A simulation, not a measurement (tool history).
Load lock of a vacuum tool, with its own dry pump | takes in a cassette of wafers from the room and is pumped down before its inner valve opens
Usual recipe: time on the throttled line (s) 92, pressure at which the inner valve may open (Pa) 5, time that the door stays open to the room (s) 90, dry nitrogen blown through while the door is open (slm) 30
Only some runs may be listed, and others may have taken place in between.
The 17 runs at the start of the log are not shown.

run	hour	time on the throttled line (s)	pressure at which the inner valve may open (Pa)	time that the door stays open to the room (s)	dry nitrogen blown through while the door is open (slm)	hours that the pump has run since its overhaul	times that the door has closed on its seal	incoming humidity of the room's air, %	time from the closed door until the inner valve may open (s)	rise of the pressure with all valves shut (Pa/min)
18	6614.5	92	4	90	30	9685	10373	46.8	158.1	0.021
19	7142.2	92	4	90	30	10213	10912	43.4	160.5	0.016
20	7573.8	165	5	90	30	10644	11354	43.4	223	0.018
21	7907.8	92	10	90	30	10978	11695	42.2	152.4	0.015
22	8177.9	92	10	90	30	11248	11972	48.2	154.4	0.022
23	8707.6	92	10	29	30	11778	12514	47.2	150.6	0.01
24	8991.6	92	10	29	30	12062	12804	42.2	152	0.012
25	9237.4	110	5	108	30	12308	13056	42.2	174.4	0.022
26	9608.7	47	4	142	39	12679	13435	46.4	118.1	0.021

Estimate the outcome of run 27 from the log above:
27	10076.1	47	4	142	39	13146	13913	48.7	?	?

{"run 27": {"time from the closed door until the inner valve may open (s)": 118.1, "rise of the pressure with all valves shut (Pa/min)": 0.019}}
On a tool with no hidden condition, and with the same random variation, this run would have come out at time from the closed door until the inner valve may open (s) 118, rise of the pressure with all valves shut (Pa/min) 0.019.
